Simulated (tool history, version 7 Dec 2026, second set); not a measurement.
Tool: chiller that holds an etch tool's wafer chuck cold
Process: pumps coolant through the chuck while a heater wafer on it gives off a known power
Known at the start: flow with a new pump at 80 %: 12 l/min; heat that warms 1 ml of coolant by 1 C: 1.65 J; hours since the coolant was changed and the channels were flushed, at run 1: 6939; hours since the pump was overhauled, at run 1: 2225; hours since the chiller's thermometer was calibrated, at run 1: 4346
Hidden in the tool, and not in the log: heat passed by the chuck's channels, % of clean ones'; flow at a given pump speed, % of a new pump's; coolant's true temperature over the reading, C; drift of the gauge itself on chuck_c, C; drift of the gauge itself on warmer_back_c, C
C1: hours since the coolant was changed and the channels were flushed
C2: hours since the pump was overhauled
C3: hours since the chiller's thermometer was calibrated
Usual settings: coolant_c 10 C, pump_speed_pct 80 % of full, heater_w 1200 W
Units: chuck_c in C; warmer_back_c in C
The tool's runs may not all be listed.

{"run": 1, "hour": 0.0, "coolant_c": 10, "pump_speed_pct": 80, "heater_w": 1200, "C1": 6939, "C2": 2225, "C3": 4346, "chuck_c": 20.4, "warmer_back_c": 3.73}
{"run": 2, "hour": 121.0, "coolant_c": 10, "pump_speed_pct": 80, "heater_w": 1200, "C1": 7060, "C2": 2346, "C3": 4468, "chuck_c": 20.4, "warmer_back_c": 3.77}
{"run": 3, "hour": 221.1, "coolant_c": 10, "pump_speed_pct": 80, "heater_w": 1200, "C1": 7160, "C2": 2446, "C3": 4568, "chuck_c": 20.6, "warmer_back_c": 3.72}
{"run": 4, "hour": 335.8, "coolant_c": 10, "pump_speed_pct": 80, "heater_w": 1200, "C1": 7275, "C2": 2561, "C3": 4682, "chuck_c": 20.7, "warmer_back_c": 3.83}
{"run": 5, "hour": 502.0, "coolant_c": 10, "pump_speed_pct": 80, "heater_w": 1200, "C1": 7441, "C2": 2727, "C3": 4849, "chuck_c": 20.8, "warmer_back_c": 3.77}
{"run": 6, "hour": 611.1, "coolant_c": 10, "pump_speed_pct": 80, "heater_w": 1200, "C1": 7551, "C2": 2836, "C3": 4958, "chuck_c": 20.8, "warmer_back_c": 3.86}
{"run": 7, "hour": 753.4, "coolant_c": 10, "pump_speed_pct": 80, "heater_w": 1200, "C1": 7693, "C2": 2978, "C3": 5100, "chuck_c": 20.8, "warmer_back_c": 3.81}
{"run": 8, "hour": 831.5, "coolant_c": 10, "pump_speed_pct": 80, "heater_w": 1200, "C1": 7771, "C2": 3057, "C3": 5178, "chuck_c": 20.9, "warmer_back_c": 3.85}
{"hour": 840.1, "done": "chiller's thermometer calibrated"}
{"run": 9, "hour": 913.6, "coolant_c": 10, "pump_speed_pct": 80, "heater_w": 1200, "C1": 7852, "C2": 3138, "C3": 74, "chuck_c": 20.8, "warmer_back_c": 3.83}
{"hour": 1019.3, "done": "coolant changed, channels flushed"}
{"run": 10, "hour": 1025.4, "coolant_c": 10, "pump_speed_pct": 80, "heater_w": 1200, "C1": 6, "C2": 3243, "C3": 179, "chuck_c": 19.6, "warmer_back_c": 3.79}
{"run": 11, "hour": 1188.4, "coolant_c": 10, "pump_speed_pct": 80, "heater_w": 1200, "C1": 169, "C2": 3406, "C3": 342, "chuck_c": 19.7, "warmer_back_c": 3.88}
{"run": 12, "hour": 1358.4, "coolant_c": 10, "pump_speed_pct": 80, "heater_w": 1200, "C1": 339, "C2": 3576, "C3": 512, "chuck_c": 19.7, "warmer_back_c": 3.87}
{"run": 13, "hour": 1446.9, "coolant_c": 4, "pump_speed_pct": 93, "heater_w": 1458, "C1": 428, "C2": 3665, "C3": 601, "chuck_c": 15.1, "warmer_back_c": 4.04}
{"run": 14, "hour": 1544.6, "coolant_c": 4, "pump_speed_pct": 82, "heater_w": 847, "C1": 525, "C2": 3763, "C3": 698, "chuck_c": 10.9, "warmer_back_c": 2.72}
{"hour": 1651.3, "done": "chiller's thermometer calibrated, once more"}
{"run": 15, "hour": 1709.6, "coolant_c": 4, "pump_speed_pct": 82, "heater_w": 847, "C1": 689, "C2": 3927, "C3": 58, "chuck_c": 10.8, "warmer_back_c": 2.58}
{"run": 16, "hour": 1850.9, "coolant_c": 4, "pump_speed_pct": 82, "heater_w": 847, "C1": 831, "C2": 4068, "C3": 200, "chuck_c": 10.6, "warmer_back_c": 2.64}
{"run": 17, "hour": 1934.0, "coolant_c": 5, "pump_speed_pct": 71, "heater_w": 847, "C1": 914, "C2": 4151, "C3": 283, "chuck_c": 12.3, "warmer_back_c": 3.1}
{"run": 18, "hour": 2103.4, "coolant_c": 5, "pump_speed_pct": 71, "heater_w": 847, "C1": 1083, "C2": 4320, "C3": 452, "chuck_c": 12.4, "warmer_back_c": 3.12}
{"run": 19, "hour": 2251.1, "coolant_c": 17, "pump_speed_pct": 70, "heater_w": 768, "C1": 1231, "C2": 4468, "C3": 600, "chuck_c": 23.6, "warmer_back_c": 2.87}
{"run": 20, "hour": 2331.2, "coolant_c": 11, "pump_speed_pct": 80, "heater_w": 1477, "C1": 1311, "C2": 4548, "C3": 680, "chuck_c": 22.9, "warmer_back_c": 4.84}
{"run": 21, "hour": 2418.7, "coolant_c": 10, "pump_speed_pct": 70, "heater_w": 1227, "C1": 1398, "C2": 4636, "C3": 767, "chuck_c": 20.8, "warmer_back_c": 4.62}
{"run": 22, "hour": 2541.3, "coolant_c": 10, "pump_speed_pct": 66, "heater_w": 617, "C1": 1521, "C2": 4758, "C3": 890, "chuck_c": 15.7, "warmer_back_c": 2.5}
{"run": 23, "hour": 2652.6, "coolant_c": 10, "pump_speed_pct": 66, "heater_w": 617, "C1": 1632, "C2": 4870, "C3": 1001, "chuck_c": 15.9, "warmer_back_c": 2.46}

The same runs without the tool's hidden state, with the same run-to-run variation:
run=1 chuck_c=19.2 warmer_back_c=3.61
run=2 chuck_c=19.1 warmer_back_c=3.64
run=3 chuck_c=19.2 warmer_back_c=3.59
run=4 chuck_c=19.3 warmer_back_c=3.69
run=5 chuck_c=19.3 warmer_back_c=3.61
run=6 chuck_c=19.3 warmer_back_c=3.70
run=7 chuck_c=19.3 warmer_back_c=3.64
run=8 chuck_c=19.3 warmer_back_c=3.68
run=9 chuck_c=19.2 warmer_back_c=3.65
run=10 chuck_c=19.1 warmer_back_c=3.60
run=11 chuck_c=19.1 warmer_back_c=3.68
run=12 chuck_c=19.1 warmer_back_c=3.65
run=13 chuck_c=14.4 warmer_back_c=3.81
run=14 chuck_c=10.4 warmer_back_c=2.56
run=15 chuck_c=10.5 warmer_back_c=2.42
run=16 chuck_c=10.4 warmer_back_c=2.47
run=17 chuck_c=11.9 warmer_back_c=2.90
run=18 chuck_c=12.0 warmer_back_c=2.91
run=19 chuck_c=23.2 warmer_back_c=2.67
run=20 chuck_c=22.2 warmer_back_c=4.50
run=21 chuck_c=20.2 warmer_back_c=4.28
run=22 chuck_c=15.3 warmer_back_c=2.32
run=23 chuck_c=15.5 warmer_back_c=2.27

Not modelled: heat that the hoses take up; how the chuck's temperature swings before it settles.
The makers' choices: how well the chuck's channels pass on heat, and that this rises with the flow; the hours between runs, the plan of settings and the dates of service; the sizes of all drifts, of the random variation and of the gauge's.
